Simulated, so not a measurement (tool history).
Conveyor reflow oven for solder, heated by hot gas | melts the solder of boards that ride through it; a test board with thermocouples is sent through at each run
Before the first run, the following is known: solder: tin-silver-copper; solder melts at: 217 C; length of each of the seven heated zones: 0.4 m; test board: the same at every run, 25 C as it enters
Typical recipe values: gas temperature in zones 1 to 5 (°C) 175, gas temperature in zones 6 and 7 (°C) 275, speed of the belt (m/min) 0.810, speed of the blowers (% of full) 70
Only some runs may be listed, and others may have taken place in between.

| run | hour | gas temperature in zones 1 to 5 (°C) | gas temperature in zones 6 and 7 (°C) | speed of the belt (m/min) | speed of the blowers (% of full) | highest temperature of the board (°C) | time above the solder's melting point (s) |
|---|---|---|---|---|---|---|---|
| 1 | 0.0 | 175 | 275 | 0.810 | 70 | 256.7 | 46.7 |
| 2 | 5.1 | 175 | 275 | 0.810 | 70 | 256.8 | 47.0 |
| 3 | 10.8 | 175 | 275 | 0.810 | 70 | 257.3 | 46.8 |
| 4 | 20.6 | 175 | 275 | 0.810 | 70 | 256.7 | 46.8 |
| 5 | 25.5 | 175 | 275 | 0.810 | 70 | 257.1 | 46.8 |
| 6 | 34.6 | 175 | 275 | 0.810 | 70 | 256.9 | 46.7 |
| 7 | 41.9 | 175 | 275 | 0.810 | 70 | 257.2 | 46.7 |
| 8 | 47.6 | 175 | 275 | 0.810 | 70 | 257.3 | 46.7 |
| 9 | 54.2 | 175 | 275 | 0.916 | 70 | 253.0 | 38.9 |
| 10 | 59.4 | 175 | 275 | 0.810 | 70 | 256.7 | 46.7 |
| 11 | 68.6 | 175 | 275 | 0.810 | 70 | 256.7 | 46.8 |
| 12 | 78.4 | 175 | 275 | 0.810 | 70 | 256.8 | 46.9 |
| 13 | 87.9 | 181 | 275 | 0.810 | 70 | 257.6 | 48.9 |
| 14 | 94.1 | 181 | 275 | 0.810 | 70 | 257.1 | 48.9 |
| 15 | 102.4 | 181 | 275 | 0.810 | 70 | 257.7 | 48.7 |
| 16 | 111.6 | 175 | 268 | 0.810 | 70 | 250.7 | 43.7 |
| 17 | 117.0 | 165 | 280 | 0.898 | 70 | 254.9 | 38.4 |
| 18 | 125.0 | 175 | 289 | 0.810 | 70 | 268.4 | 51.8 |
| 19 | 132.0 | 175 | 282 | 0.683 | 72 | 268.8 | 61.7 |
| 20 | 137.8 | 175 | 282 | 0.705 | 72 | 267.7 | 59.6 |
| 21 | 147.3 | 173 | 279 | 0.955 | 71 | 254.2 | 36.9 |
| 22 | 156.6 | 172 | 282 | 0.852 | 59 | 255.4 | 41.8 |
| 23 | 166.8 | 169 | 282 | 0.957 | 59 | 249.0 | 33.0 |
| 24 | 173.3 | 169 | 282 | 0.957 | 59 | 249.0 | 32.8 |
| 25 | 180.1 | 169 | 282 | 0.957 | 59 | 248.9 | 32.8 |
| 26 | 190.2 | 184 | 282 | 0.957 | 59 | 253.0 | 38.7 |
| 27 | 199.7 | 175 | 275 | 0.810 | 52 | 249.1 | 40.8 |
| 28 | 208.5 | 179 | 286 | 0.952 | 52 | 251.0 | 36.2 |
| 29 | 217.8 | 178 | 279 | 0.955 | 70 | 253.9 | 38.3 |
| 30 | 226.5 | 175 | 269 | 0.695 | 55 | 250.8 | 51.1 |
| 31 | 235.1 | 175 | 269 | 0.695 | 55 | 250.9 | 50.7 |

3 ways to go on from here, each from the tool as it stands after run 31. What would each give?
| A | 240.2 | 168 | 275 | 0.810 | 70 | ? | ? |
| B | 240.2 | 175 | 275 | 0.779 | 70 | ? | ? |
| C | 240.2 | 175 | 280 | 0.654 | 65 | ? | ? |

| run | highest temperature of the board (°C) | time above the solder's melting point (s) |
|---|---|---|
| A | 255.4 | 43.8 |
| B | 257.0 | 49.1 |
| C | 265.8 | 63.3 |
Stripped of hidden state, with their random variation kept, the same runs would have yielded:
| run | highest temperature of the board (°C) | time above the solder's melting point (s) |
|---|---|---|
| A | 258.3 | 45.4 |
| B | 259.7 | 50.5 |
| C | 268.2 | 64.3 |
